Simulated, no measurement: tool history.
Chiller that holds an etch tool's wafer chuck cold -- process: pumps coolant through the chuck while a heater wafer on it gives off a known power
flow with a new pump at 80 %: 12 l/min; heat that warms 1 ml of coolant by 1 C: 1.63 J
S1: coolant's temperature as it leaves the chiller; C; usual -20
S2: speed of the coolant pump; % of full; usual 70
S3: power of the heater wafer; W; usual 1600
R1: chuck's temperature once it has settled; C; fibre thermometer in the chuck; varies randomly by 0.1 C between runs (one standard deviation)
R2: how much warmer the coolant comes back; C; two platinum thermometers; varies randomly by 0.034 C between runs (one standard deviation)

Run 1, hour 0: usual settings. Result: R1 -0.1 C, R2 5.9 C.
Run 2, hour 78: usual settings but S1 -25 C. Result: R1 -5.2 C, R2 5.85 C.
Run 3, hour 124.2: usual settings but S1 -28 C. Result: R1 -8.2 C, R2 5.97 C.
Run 4, hour 185.9: usual settings but S1 -28 C. Result: R1 -8.2 C, R2 5.85 C.
Run 5, hour 234.7: usual settings but S1 -18 C. Result: R1 1.8 C, R2 5.79 C.
Run 6, hour 296.5: usual settings but S2 92 % of full. Result: R1 -2.9 C, R2 4.33 C.
Run 7, hour 374: usual settings but S2 92 % of full. Result: R1 -2.9 C, R2 4.45 C.
Run 8, hour 452.7: usual settings but S2 92 % of full. Result: R1 -2.9 C, R2 4.42 C.
Run 9, hour 492.4: usual settings but S2 64 % of full. Result: R1 1 C, R2 6.56 C.
Run 10, hour 529.9: usual settings but S2 93 % of full. Result: R1 -2.8 C, R2 4.35 C.
Run 11, hour 574.1: usual settings but S2 93 % of full. Result: R1 -2.9 C, R2 4.3 C.
Run 12, hour 628.2: usual settings but S2 93 % of full. Result: R1 -2.9 C, R2 4.31 C.
Run 13, hour 700.2: usual settings but S2 93 % of full. Result: R1 -2.9 C, R2 4.3 C.
Run 14, hour 772.4: usual settings but S2 93 % of full, S3 2205 W. Result: R1 3.5 C, R2 6 C.
Run 15, hour 837.3: usual settings but S2 93 % of full, S3 2205 W. Result: R1 3.7 C, R2 5.99 C.
Run 16, hour 893.1: usual settings but S2 93 % of full, S3 2205 W. Result: R1 3.7 C, R2 6.04 C.
Run 17, hour 927.6: usual settings but S2 93 % of full, S3 2205 W. Result: R1 3.7 C, R2 6.07 C.
Run 18, hour 1001.1: usual settings but S1 -26 C, S2 72 % of full, S3 1002 W. Result: R1 -13.4 C, R2 3.62 C.
Run 19, hour 1056.7: usual settings but S1 -26 C, S2 72 % of full, S3 1002 W. Result: R1 -13.2 C, R2 3.65 C.
Run 20, hour 1124.7: usual settings but S1 -26 C, S2 72 % of full, S3 1002 W. Result: R1 -13.3 C, R2 3.59 C.
Run 21, hour 1172.6: usual settings but S1 -26 C, S2 72 % of full, S3 1002 W. Result: R1 -13.4 C, R2 3.65 C.
At hour 1221.1: chiller's thermometer calibrated.
Run 22, hour 1233.7: usual settings but S2 62 % of full. Result: R1 2.1 C, R2 6.83 C.
Run 23, hour 1299.3: usual settings but S2 67 % of full, S3 1304 W. Result: R1 -2.7 C, R2 5.14 C.
Run 24, hour 1340: usual settings but S1 -19 C, S2 71 % of full, S3 2076 W. Result: R1 7.2 C, R2 7.57 C.
Run 25, hour 1388.7: usual settings but S1 -25 C, S2 90 % of full, S3 2076 W. Result: R1 -2 C, R2 5.96 C.
Run 26, hour 1466.9: usual settings but S1 -14 C, S2 78 % of full, S3 1099 W. Result: R1 -0.8 C, R2 3.64 C.
Run 27, hour 1521.3: usual settings but S1 -14 C, S2 78 % of full, S3 1099 W. Result: R1 -0.7 C, R2 3.65 C.
Run 28, hour 1569.4: usual settings but S1 -29 C, S2 78 % of full, S3 1099 W. Result: R1 -15.6 C, R2 3.65 C.
Run 29, hour 1640.5: usual settings but S1 -13 C, S3 837 W. Result: R1 -2.2 C, R2 3.14 C.
Run 30, hour 1715.1: usual settings but S1 -28 C, S3 1541 W. Result: R1 -7.9 C, R2 5.84 C.
Run 31, hour 1761.2: usual settings but S1 -21 C, S2 82 % of full, S3 1468 W. Result: R1 -3.7 C, R2 4.65 C.
Run 32, hour 1805.7: usual settings but S1 -29 C, S2 91 % of full, S3 1727 W. Result: R1 -9.6 C, R2 4.87 C.

Here are 3 independent what-if runs from the current tool condition. What would each one return?
Run A, hour 1856.3: usual settings but S1 -11 C, S2 97 % of full, S3 1747 W. Result: R1 ?, R2 ?.
Run B, hour 1856.3: usual settings but S1 -29 C, S2 91 % of full, S3 1344 W. Result: R1 ?, R2 ?.
Run C, hour 1856.3: usual settings but S1 -27 C, S2 87 % of full, S3 926 W. Result: R1 ?, R2 ?.

run     R1    R2
  A    7.9  4.61
  B  -13.8  3.83
  C  -16.3  2.74
Take away the tool's hidden state, keep each run's random variation, and the runs would have read:
run     R1    R2
  A      5  4.34
  B  -16.2  3.61
  C    -18  2.58
